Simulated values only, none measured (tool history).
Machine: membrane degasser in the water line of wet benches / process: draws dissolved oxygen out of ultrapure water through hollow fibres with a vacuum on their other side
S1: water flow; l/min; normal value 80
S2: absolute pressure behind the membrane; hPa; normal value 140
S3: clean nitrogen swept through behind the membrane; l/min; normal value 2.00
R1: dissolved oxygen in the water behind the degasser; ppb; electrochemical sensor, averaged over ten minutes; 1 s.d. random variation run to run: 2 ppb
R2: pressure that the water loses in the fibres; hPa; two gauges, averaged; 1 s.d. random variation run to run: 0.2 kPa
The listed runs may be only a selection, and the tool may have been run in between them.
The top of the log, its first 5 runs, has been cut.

run,hour,S1,S2,S3,R1,R2
6,191.6,80,112,2.00,620.3,435.1
7,238.7,80,112,2.00,618.1,441.9
8,290.5,80,112,2.00,619.7,437.9
9,324.6,80,140,2.00,813.8,434.0
10,364.3,80,140,2.00,812.1,436.7
11,396.3,80,140,2.00,814.2,438.2
12,448.4,80,140,2.00,812.9,438.0
13,471.4,80,298,2.00,1766.0,440.8
14,521.6,80,140,5.91,340.7,442.6
15,576.0,80,140,5.91,339.9,440.9
16,607.3,80,140,5.91,339.9,436.5
17,650.6,80,140,5.91,339.8,442.1
18,677.1,76,132,1.91,758.9,418.3
19,716.0,76,140,2.00,783.9,415.7
20,763.5,76,140,2.00,783.1,419.5
21,816.6,76,195,1.24,1560.2,418.9
22,860.6,76,195,1.24,1563.0,420.1
23,909.0,117,242,2.00,1889.0,644.2
24,958.8,80,126,3.85,430.8,438.1
25,994.2,80,126,3.85,430.4,442.6
26,1028.6,83,240,1.07,2201.7,459.5
27,1064.7,83,240,1.07,2193.1,456.1
28,1118.9,87,282,3.12,1307.1,476.4
29,1141.9,80,140,3.34,547.4,443.3
30,1192.0,80,252,2.27,1386.5,440.4

Run 31 has not been measured yet. What should we expect?
31,1224.2,80,136,2.00,?,?

Run 31 measured R1 791.4 ppb, R2 443.5 hPa.
The same run, on a tool lacking any hidden state, would have yielded R1 780.1 ppb, R2 433.8 hPa.

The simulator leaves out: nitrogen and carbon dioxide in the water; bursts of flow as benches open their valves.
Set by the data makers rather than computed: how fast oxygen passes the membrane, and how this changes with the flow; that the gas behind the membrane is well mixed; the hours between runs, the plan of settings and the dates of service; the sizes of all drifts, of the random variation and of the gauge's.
